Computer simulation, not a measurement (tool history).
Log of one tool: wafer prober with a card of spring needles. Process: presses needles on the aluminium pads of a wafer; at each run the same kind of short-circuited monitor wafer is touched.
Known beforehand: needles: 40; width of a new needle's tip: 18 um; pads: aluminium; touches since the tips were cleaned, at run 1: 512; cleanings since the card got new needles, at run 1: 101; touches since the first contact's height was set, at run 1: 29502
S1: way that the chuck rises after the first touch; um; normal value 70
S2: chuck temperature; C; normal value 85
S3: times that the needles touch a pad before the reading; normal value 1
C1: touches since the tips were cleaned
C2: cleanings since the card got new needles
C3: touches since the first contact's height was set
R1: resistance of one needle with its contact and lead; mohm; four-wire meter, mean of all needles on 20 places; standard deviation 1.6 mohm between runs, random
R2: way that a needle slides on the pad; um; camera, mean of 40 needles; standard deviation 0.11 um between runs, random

run   hour  S1   S2  S3    C1   C2      C3   R1     R2
  1      0  70   85   1   512  101   29502  158  18.85
       4.5  -- tips cleaned on abrasive film
       9.1  -- tips cleaned on abrasive film
      13.7  -- tips cleaned on abrasive film
  2   13.7  70   85   1     0  104   37635  158   18.6
      19.2  -- tips cleaned on abrasive film
      24.8  -- tips cleaned on abrasive film
      29.4  -- tips cleaned on abrasive film
  3   32.7  70   85   1  2027  107   49027  167  18.49
        34  -- tips cleaned on abrasive film
      39.6  -- tips cleaned on abrasive film
      45.2  -- tips cleaned on abrasive film
      49.8  -- tips cleaned on abrasive film
  4   53.5  70   85   1  2253  111   61402  168  18.28
      54.6  -- tips cleaned on abrasive film
      60.2  -- tips cleaned on abrasive film
      65.8  -- tips cleaned on abrasive film
      71.4  -- tips cleaned on abrasive film
  5   74.8  70   85   1  2049  115   74115  167  18.21
        76  -- tips cleaned on abrasive film
      81.5  -- tips cleaned on abrasive film
      87.2  -- tips cleaned on abrasive film
      91.7  -- tips cleaned on abrasive film
  6   93.8  70   85   1  1295  119   85463  164  18.14
      97.3  -- tips cleaned on abrasive film
     102.8  -- tips cleaned on abrasive film
     108.4  -- tips cleaned on abrasive film
  7  110.4  70   85   1  1229  122   95353  167  18.14
     113.8  -- tips cleaned on abrasive film
     119.4  -- tips cleaned on abrasive film
  8  121.1  70   85   1  1038  124  101761  163  17.77
     124.6  -- tips cleaned on abrasive film
     129.1  -- tips cleaned on abrasive film
     134.7  -- tips cleaned on abrasive film
     140.4  -- tips cleaned on abrasive film
     144.9  -- tips cleaned on abrasive film
  9    145  70   85   1    79  129  115984  158  17.89
     150.5  -- tips cleaned on abrasive film
     156.1  -- tips cleaned on abrasive film
     161.7  -- tips cleaned on abrasive film
 10  163.9  70   85   1  1307  132  127263  169  17.69
     167.2  -- tips cleaned on abrasive film
     171.7  -- tips cleaned on abrasive film
     176.3  -- tips cleaned on abrasive film
 11  177.4  70   85   1   707  135  135316  163  17.86
     180.9  -- tips cleaned on abrasive film
     186.5  -- tips cleaned on abrasive film
     186.8  -- height of the first contact set anew
     191.3  -- tips cleaned on abrasive film
     196.7  -- tips cleaned on abrasive film
     201.2  -- tips cleaned on abrasive film
 12  202.3  70  116   1   644  140    9264  163  18.84
     206.8  -- tips cleaned on abrasive film
     212.5  -- tips cleaned on abrasive film
     218.1  -- tips cleaned on abrasive film
 13    222  70   85   1  2348  143   21050  169  18.95
     223.2  -- tips cleaned on abrasive film
     227.7  -- tips cleaned on abrasive film
     232.3  -- tips cleaned on abrasive film
 14  233.2  76   26   1   586  146   27702  147  20.47

Run 15, settings as shown, results not yet in. Your forecast:
     237.8  -- tips cleaned on abrasive film
     243.3  -- tips cleaned on abrasive film
       249  -- tips cleaned on abrasive film
     253.5  -- tips cleaned on abrasive film
 15  254.7  54  39   1  730  150  40528   ?   ?

{"run 15": {"R1": 165, "R2": 14.14}}
On a tool with no hidden condition, and with the same random variation, this run would have come out at R1 149 mohm, R2 14.56 um.
